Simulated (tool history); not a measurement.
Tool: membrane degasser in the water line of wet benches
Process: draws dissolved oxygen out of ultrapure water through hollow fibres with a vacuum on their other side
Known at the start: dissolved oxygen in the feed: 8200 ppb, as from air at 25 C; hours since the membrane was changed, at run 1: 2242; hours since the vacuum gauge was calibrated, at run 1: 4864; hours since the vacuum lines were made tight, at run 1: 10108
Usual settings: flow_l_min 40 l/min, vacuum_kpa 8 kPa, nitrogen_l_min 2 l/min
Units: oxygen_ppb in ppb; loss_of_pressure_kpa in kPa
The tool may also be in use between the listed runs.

run	hour	flow_l_min	vacuum_kpa	nitrogen_l_min	hours since the membrane was changed	hours since the vacuum gauge was calibrated	hours since the vacuum lines were made tight	oxygen_ppb	loss_of_pressure_kpa
1	0	40	8	2	2242	4864	10108	213.8	57.1
2	170.1	40	8	2	2412	5034	10278	216.1	56.59
3	409.6	26	8	2	2652	5274	10518	142.5	37.51
4	546.9	26	8	2	2789	5411	10655	144.1	37.03
# hour 562.7: vacuum gauge calibrated
5	701.4	40	8	4.53	2943	139	10809	107.3	56.47
6	888.2	40	8	4.53	3130	325	10996	105.5	56.78
7	1054.2	40	8	4.53	3296	492	11162	107.5	57.16
8	1221.6	40	8	3.05	3463	659	11330	149.9	56.96
9	1470.4	40	8	3.05	3712	908	11578	148.6	56.5
# hour 1497.6: seals of the vacuum lines changed
10	1674.3	40	8	2	3914	1110	177	215.3	57.32
11	1797.8	40	8	2	4037	1233	300	215.8	56.82
12	1956	40	8	2	4195	1391	458	216.4	56.7
13	2142	32	8	1.27	4381	1577	644	257.3	45.31
14	2340.8	24	9.57	1.61	4580	1776	843	211.6	34.05
15	2529.5	24	9.57	1.61	4769	1965	1032	213.3	34.08
16	2763.6	29	11.52	2	5003	2199	1266	270.3	40.8
17	3027.3	40	9.59	2.94	5267	2463	1530	202.7	56.17
18	3222.4	49	9.59	0.87	5462	2658	1725	636.9	68.59
19	3497.3	49	9.59	0.87	5737	2933	2000	633.5	68.81
20	3774.3	24	9.04	1.55	6014	3210	2277	203.4	33.49
21	4019.5	24	9.04	1.55	6259	3455	2522	202.6	33.78
# hour 4196.3: gauge calibrated
22	4293.8	24	7.92	1.47	6533	3729	2796	174.6	34.49
23	4469.7	24	7.92	1.47	6709	3905	2972	173.6	33.92
24	4697.1	24	7.92	1.47	6937	4132	3199	172.7	34.46

5 ways to go on from here, each from the tool as it stands after run 24. What would each give?
A	4820.7	53	16.24	2	7060	4256	3323	?	?
B	4820.7	40	8	4.58	7060	4256	3323	?	?
C	4820.7	45	7.92	3.62	7060	4256	3323	?	?
D	4820.7	47	8	2	7060	4256	3323	?	?
E	4820.7	34	19.19	2.51	7060	4256	3323	?	?

run	oxygen_ppb	loss_of_pressure_kpa
A	709.2	75.74
B	104.7	57.12
C	144.7	64.27
D	253.1	66.65
E	479.6	48.5
Without the tool's hidden state the same runs would have given:
run	oxygen_ppb	loss_of_pressure_kpa
A	709	75.91
B	104.6	57.25
C	144.6	64.42
D	252.9	66.8
E	479.4	48.61
